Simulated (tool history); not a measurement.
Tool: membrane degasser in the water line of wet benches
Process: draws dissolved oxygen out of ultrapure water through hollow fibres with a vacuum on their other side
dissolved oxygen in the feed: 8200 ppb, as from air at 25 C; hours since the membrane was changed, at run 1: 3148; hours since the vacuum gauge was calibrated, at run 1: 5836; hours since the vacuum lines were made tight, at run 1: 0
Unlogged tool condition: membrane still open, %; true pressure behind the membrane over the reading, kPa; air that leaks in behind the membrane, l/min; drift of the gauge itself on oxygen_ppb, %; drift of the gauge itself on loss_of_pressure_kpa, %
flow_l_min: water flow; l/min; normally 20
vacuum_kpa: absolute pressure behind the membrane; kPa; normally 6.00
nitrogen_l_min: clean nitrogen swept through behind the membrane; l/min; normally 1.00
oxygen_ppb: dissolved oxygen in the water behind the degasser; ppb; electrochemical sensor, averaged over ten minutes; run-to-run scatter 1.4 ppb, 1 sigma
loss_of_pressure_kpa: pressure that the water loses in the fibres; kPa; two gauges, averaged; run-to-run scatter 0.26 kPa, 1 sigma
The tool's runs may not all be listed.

run,day,flow_l_min,vacuum_kpa,nitrogen_l_min,hours since the membrane was changed,hours since the vacuum gauge was calibrated,hours since the vacuum lines were made tight,oxygen_ppb,loss_of_pressure_kpa
1,0.000,20,6.00,1.00,3148,5836,0,153.8,71.58
2,1.862,20,13.07,1.00,3193,5880,45,446.0,71.76
3,5.883,20,6.00,2.49,3289,5977,141,74.8,71.19
4,8.267,20,6.00,2.49,3346,6034,198,74.7,71.39
5,10.167,20,6.00,2.49,3392,6080,244,76.2,71.73
6,13.775,18,6.00,1.00,3479,6166,331,137.4,64.60
7,15.908,18,6.00,1.00,3530,6218,382,138.4,65.01
8,17.988,18,6.00,1.00,3580,6267,432,139.3,64.98
9,21.629,20,6.00,0.72,3667,6355,519,198.6,71.95
10,24.412,20,6.00,0.72,3734,6422,586,201.5,72.24
11,28.575,20,7.23,1.00,3834,6521,686,206.1,72.31
12,31.104,16,12.78,2.21,3895,6582,746,178.6,57.97
13,35.112,20,5.13,2.00,3991,6678,843,70.7,72.04
14,36.821,12,8.71,0.49,4032,6719,884,314.0,43.70
15,38.833,12,8.71,0.49,4080,6768,932,311.0,43.43
16,40.550,24,11.31,0.49,4121,6809,973,769.5,86.89
17,44.454,20,9.96,1.35,4215,6903,1067,257.7,72.34
18,47.392,20,9.96,1.35,4285,6973,1137,253.9,72.25
19,50.183,20,9.96,1.35,4353,7040,1204,254.1,72.33
20,52.904,20,10.44,1.00,4418,7105,1270,346.9,72.08
21,55.775,16,10.99,0.59,4487,7174,1339,463.1,58.04

Each run again, without the hidden state but with its own random variation kept:
run,oxygen_ppb,loss_of_pressure_kpa
1,136.6,69.47
2,429.7,69.63
3,65.5,69.00
4,65.3,69.17
5,66.5,69.48
6,121.0,62.52
7,121.8,62.89
8,122.4,62.84
9,174.8,69.51
10,177.0,69.76
11,186.6,69.77
12,169.0,55.90
13,58.1,69.40
14,291.7,42.09
15,288.6,41.80
16,733.9,83.60
17,239.8,69.54
18,236.1,69.41
19,236.0,69.45
20,324.6,69.15
21,436.9,55.66
